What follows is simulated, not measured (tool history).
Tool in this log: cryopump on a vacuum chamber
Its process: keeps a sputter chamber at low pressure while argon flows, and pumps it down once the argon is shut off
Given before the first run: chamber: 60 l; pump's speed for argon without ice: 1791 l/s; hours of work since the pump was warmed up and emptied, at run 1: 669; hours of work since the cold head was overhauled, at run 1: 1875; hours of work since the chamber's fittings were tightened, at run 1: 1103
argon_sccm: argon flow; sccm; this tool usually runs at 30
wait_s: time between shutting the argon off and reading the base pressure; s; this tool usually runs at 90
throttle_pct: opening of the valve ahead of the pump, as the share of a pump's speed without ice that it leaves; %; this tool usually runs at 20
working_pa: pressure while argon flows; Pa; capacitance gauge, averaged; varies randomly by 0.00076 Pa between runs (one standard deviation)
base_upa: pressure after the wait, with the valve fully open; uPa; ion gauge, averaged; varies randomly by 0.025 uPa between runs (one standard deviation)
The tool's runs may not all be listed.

run	day	argon_sccm	wait_s	throttle_pct	hours of work since the pump was warmed up and emptied	hours of work since the cold head was overhauled	hours of work since the chamber's fittings were tightened	working_pa	base_upa
1	0	30	90	20	669	1875	1103	0.1475	1.82
2	2.608	30	90	41	708	1915	1142	0.0757	1.91
3	6.121	30	52	41	761	1967	1195	0.0775	2.43
4	8.546	30	52	41	797	2004	1231	0.0776	2.58
5	10.604	30	52	41	828	2035	1262	0.0766	2.63
6	13.158	30	32	20	866	2073	1301	0.1504	3.49
7	16.504	30	32	20	917	2123	1351	0.15	3.44
8	19.15	30	32	20	956	2163	1391	0.1513	3.59
9	20.712	30	90	17	980	2187	1414	0.1769	2.14
10	22.917	30	90	17	1013	2220	1447	0.1767	2.15
11	26.225	30	90	17	1063	2269	1497	0.178	2.26
12	27.954	30	90	20	1089	2296	1523	0.1524	2.3
# day 28.683: leaking fittings of the chamber tightened, without venting
13	31.267	30	90	20	1137	2344	39	0.1541	1.14
14	33.742	30	90	20	1174	2381	76	0.1554	1.15
# day 34.7: pump warmed up, emptied and cooled again
15	37.6	30	90	20	44	2436	131	0.1441	1.15
16	40.404	30	42	20	86	2478	173	0.1436	2.09
17	43.321	30	142	20	130	2522	217	0.144	0.86
18	46.133	24	32	45	172	2564	259	0.0537	2.6
19	49.617	14	97	20	224	2617	311	0.0668	1.18
20	52.912	14	97	20	274	2666	361	0.0685	1.22
21	55.75	39	23	20	316	2709	404	0.1886	3.67
22	57.25	39	23	20	339	2731	426	0.1892	3.65
23	60.4	27	81	50	386	2779	473	0.0556	1.42
24	62.688	52	90	44	421	2813	508	0.1206	1.36
25	64.867	41	269	20	453	2846	541	0.2013	0.86
26	67.904	44	141	20	499	2891	586	0.2141	1.17
27	70.4	44	141	20	536	2929	624	0.2171	1.2
28	72.675	29	31	20	571	2963	658	0.1414	3.1
29	75.158	16	109	20	608	3000	695	0.0778	1.42
30	77.304	20	174	60	640	3033	727	0.0363	1.16
31	79.662	18	243	47	676	3068	763	0.0401	1.1
32	82.288	18	243	47	715	3108	802	0.0406	1.12
33	84.096	44	38	24	742	3135	830	0.1833	2.77

What if the next run were any one of these 4? Each begins from the tool's condition after run 33:
A	87.208	23	25	24	789	3181	876	?	?
B	87.208	42	87	24	789	3181	876	?	?
C	87.208	30	155	28	789	3181	876	?	?
D	87.208	44	38	38	789	3181	876	?	?

run	working_pa	base_upa
A	0.0971	3.82
B	0.178	1.71
C	0.1098	1.35
D	0.1232	2.7
With no hidden state in the tool, these same runs would have given:
run	working_pa	base_upa
A	0.0905	3.09
B	0.1658	0.99
C	0.1011	0.62
D	0.1103	1.99
